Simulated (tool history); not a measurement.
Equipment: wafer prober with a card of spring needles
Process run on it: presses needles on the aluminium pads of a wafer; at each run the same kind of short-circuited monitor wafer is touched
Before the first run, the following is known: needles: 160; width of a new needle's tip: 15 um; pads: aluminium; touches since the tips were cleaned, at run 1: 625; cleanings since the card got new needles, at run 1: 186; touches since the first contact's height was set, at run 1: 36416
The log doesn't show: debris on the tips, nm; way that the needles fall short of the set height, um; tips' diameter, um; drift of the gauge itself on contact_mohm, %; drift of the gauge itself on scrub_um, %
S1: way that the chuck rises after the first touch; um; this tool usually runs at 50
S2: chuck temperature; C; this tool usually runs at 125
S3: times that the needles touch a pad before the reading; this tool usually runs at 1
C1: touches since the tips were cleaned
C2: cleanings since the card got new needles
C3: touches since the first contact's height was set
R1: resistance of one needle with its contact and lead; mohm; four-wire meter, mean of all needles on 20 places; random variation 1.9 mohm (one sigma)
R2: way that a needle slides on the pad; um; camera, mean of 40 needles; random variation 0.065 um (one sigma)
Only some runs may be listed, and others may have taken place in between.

run,day,S1,S2,S3,C1,C2,C3,R1,R2
1,0,50,125,1,625,186,36416,249,13.29
# day 0.479: tips cleaned on abrasive film
# day 0.967: tips cleaned on abrasive film
# day 1.558: tips cleaned on abrasive film
# day 2.079: tips cleaned on abrasive film
2,2.079,50,125,1,0,190,57615,229,13.19
# day 2.679: tips cleaned on abrasive film
# day 3.279: tips cleaned on abrasive film
# day 3.762: tips cleaned on abrasive film
# day 4.354: tips cleaned on abrasive film
3,4.525,34,125,1,1737,194,82612,400,8.86
# day 4.775: height of the first contact set anew
# day 4.9: tips cleaned on abrasive film
# day 5.383: tips cleaned on abrasive film
4,5.642,41,125,1,2640,196,8811,362,11.05
# day 5.883: tips cleaned on abrasive film
# day 6.471: tips cleaned on abrasive film
# day 6.958: tips cleaned on abrasive film
5,7.254,50,125,1,3044,199,25267,339,13.42
# day 7.496: tips cleaned on abrasive film
# day 8.1: tips cleaned on abrasive film
# day 8.6: card fitted with new needles
# day 9.183: tips cleaned on abrasive film
# day 9.788: tips cleaned on abrasive film
6,9.846,50,125,1,601,2,12717,226,13.41
# day 10.317: tips cleaned on abrasive film
# day 10.8: tips cleaned on abrasive film
# day 11.396: tips cleaned on abrasive film
7,11.808,50,125,1,4236,5,32801,290,13.34
# day 11.929: tips cleaned on abrasive film
# day 12.521: tips cleaned on abrasive film
# day 13.004: tips cleaned on abrasive film
# day 13.608: tips cleaned on abrasive film
8,13.808,50,125,1,2067,9,53199,259,13.29
# day 14.171: tips cleaned on abrasive film
# day 14.658: tips cleaned on abrasive film
# day 15.262: tips cleaned on abrasive film
# day 15.862: tips cleaned on abrasive film
9,15.879,43,125,1,150,13,74330,225,11.34
# day 16.362: tips cleaned on abrasive film
# day 16.846: tips cleaned on abrasive film
# day 16.979: height of the first contact set anew
# day 17.462: tips cleaned on abrasive film
10,17.638,60,125,1,1806,16,6742,233,16.31
# day 17.992: tips cleaned on abrasive film
# day 18.596: tips cleaned on abrasive film
# day 19.196: tips cleaned on abrasive film
# day 19.8: tips cleaned on abrasive film
11,20.096,50,125,1,3036,20,31860,278,13.46
# day 20.342: tips cleaned on abrasive film
# day 20.942: tips cleaned on abrasive film
# day 21.533: tips cleaned on abrasive film
# day 22.125: tips cleaned on abrasive film
# day 22.662: tips cleaned on abrasive film
12,22.662,33,125,1,0,25,58048,232,8.63
# day 23.267: tips cleaned on abrasive film
# day 23.871: tips cleaned on abrasive film
13,24.071,54,125,1,2071,27,72460,249,14.39
# day 24.438: tips cleaned on abrasive film
# day 25.038: tips cleaned on abrasive film
# day 25.288: height of the first contact set anew
# day 25.65: tips cleaned on abrasive film
14,25.838,51,64,1,1930,30,5584,253,13.95
# day 26.2: tips cleaned on abrasive film
# day 26.804: tips cleaned on abrasive film
15,27.079,50,37,2,2849,32,18305,227,13.39
# day 27.325: tips cleaned on abrasive film
# day 27.912: tips cleaned on abrasive film
# day 28.504: tips cleaned on abrasive film
# day 28.988: tips cleaned on abrasive film
16,29.45,66,37,2,4738,36,42509,225,17.66
# day 29.575: tips cleaned on abrasive film
# day 30.158: tips cleaned on abrasive film
# day 30.642: tips cleaned on abrasive film
# day 31.246: tips cleaned on abrasive film
# day 31.729: tips cleaned on abrasive film
17,31.904,66,37,2,1785,41,67530,201,17.66
# day 32.267: tips cleaned on abrasive film
# day 32.867: tips cleaned on abrasive film
# day 33.462: tips cleaned on abrasive film
# day 33.717: height of the first contact set anew
# day 33.958: tips cleaned on abrasive film
18,34.075,61,54,1,1204,45,3672,210,16.44
# day 34.554: tips cleaned on abrasive film
# day 35.038: tips cleaned on abrasive film
# day 35.525: tips cleaned on abrasive film
# day 36.117: tips cleaned on abrasive film
19,36.492,39,120,1,3836,49,28346,357,10.34

Estimate the outcome of run 20 from the log above:
# day 36.617: tips cleaned on abrasive film
# day 37.212: tips cleaned on abrasive film
# day 37.792: tips cleaned on abrasive film
20,37.975,39,120,1,1905,52,43489,?,?

{"run 20": {"R1": 307, "R2": 10.26}}
Had the tool carried no hidden state, the very same run would have given R1 206 mohm, R2 10.45 um.
